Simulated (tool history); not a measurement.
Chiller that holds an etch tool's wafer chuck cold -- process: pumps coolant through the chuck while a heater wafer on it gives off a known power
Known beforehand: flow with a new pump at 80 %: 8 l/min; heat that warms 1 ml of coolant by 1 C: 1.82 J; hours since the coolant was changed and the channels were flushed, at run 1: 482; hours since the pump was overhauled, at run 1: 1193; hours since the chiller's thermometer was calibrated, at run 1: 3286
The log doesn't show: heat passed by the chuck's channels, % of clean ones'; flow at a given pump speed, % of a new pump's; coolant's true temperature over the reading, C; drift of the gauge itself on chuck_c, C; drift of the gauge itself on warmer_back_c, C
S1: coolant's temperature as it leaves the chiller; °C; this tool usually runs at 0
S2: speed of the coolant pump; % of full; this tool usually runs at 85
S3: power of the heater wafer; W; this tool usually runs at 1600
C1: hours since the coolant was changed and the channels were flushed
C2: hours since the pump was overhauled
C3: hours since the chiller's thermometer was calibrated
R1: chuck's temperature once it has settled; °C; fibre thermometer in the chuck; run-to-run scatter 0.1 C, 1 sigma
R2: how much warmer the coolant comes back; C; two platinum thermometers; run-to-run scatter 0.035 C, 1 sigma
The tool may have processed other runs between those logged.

run 1 hour=0.0 | S1=0 S2=85 S3=1600 | C1=482 C2=1193 C3=3286 | R1=11.0 R2=6.37
run 2 hour=220.7 | S1=0 S2=85 S3=1600 | C1=702 C2=1413 C3=3507 | R1=11.2 R2=6.39
run 3 hour=453.2 | S1=0 S2=85 S3=1600 | C1=935 C2=1646 C3=3740 | R1=11.3 R2=6.46
run 4 hour=644.7 | S1=0 S2=93 S3=1600 | C1=1126 C2=1837 C3=3931 | R1=10.7 R2=5.93
run 5 hour=817.7 | S1=-10 S2=93 S3=1600 | C1=1299 C2=2010 C3=4104 | R1=1.1 R2=5.98
run 6 hour=1040.6 | S1=-10 S2=93 S3=1600 | C1=1522 C2=2233 C3=4327 | R1=1.0 R2=6.03
run 7 hour=1274.2 | S1=0 S2=85 S3=1600 | C1=1756 C2=2467 C3=4561 | R1=11.8 R2=6.59
run 8 hour=1459.0 | S1=0 S2=85 S3=1600 | C1=1941 C2=2652 C3=4745 | R1=12.1 R2=6.60
run 9 hour=1597.1 | S1=-8 S2=79 S3=1272 | C1=2079 C2=2790 C3=4883 | R1=2.0 R2=5.67
-- hour=1623.8 coolant pump overhauled
run 10 hour=1750.1 | S1=-5 S2=71 S3=1625 | C1=2227 C2=126 C3=5031 | R1=9.5 R2=8.38
run 11 hour=1941.1 | S1=-5 S2=71 S3=1625 | C1=2418 C2=317 C3=5222 | R1=9.5 R2=8.43
-- hour=2040.8 coolant pump overhauled, once more
run 12 hour=2109.8 | S1=6 S2=84 S3=1743 | C1=2581 C2=69 C3=5386 | R1=19.3 R2=6.78
-- hour=2170.1 coolant changed, channels flushed
-- hour=2204.1 chiller's thermometer calibrated
run 13 hour=2267.7 | S1=5 S2=79 S3=1263 | C1=97 C2=220 C3=64 | R1=14.3 R2=5.27
run 14 hour=2423.7 | S1=0 S2=68 S3=1600 | C1=253 C2=376 C3=220 | R1=13.1 R2=7.68
run 15 hour=2652.7 | S1=0 S2=68 S3=1600 | C1=482 C2=605 C3=449 | R1=13.0 R2=7.88

Here are 3 independent what-if runs from the current tool condition. What would each one return?
run A hour=2781.3 | S1=-7 S2=85 S3=1600 | C1=610 C2=734 C3=577 | R1=? R2=?
run B hour=2781.3 | S1=0 S2=68 S3=892 | C1=610 C2=734 C3=577 | R1=? R2=?
run C hour=2781.3 | S1=6 S2=72 S3=2114 | C1=610 C2=734 C3=577 | R1=? R2=?

run=A R1=4.5 R2=6.38
run=B R1=7.2 R2=4.34
run=C R1=23.0 R2=9.79
Without the tool's unlogged condition, the same runs would have read:
run=A R1=4.1 R2=6.27
run=B R1=7.0 R2=4.26
run=C R1=22.4 R2=9.63
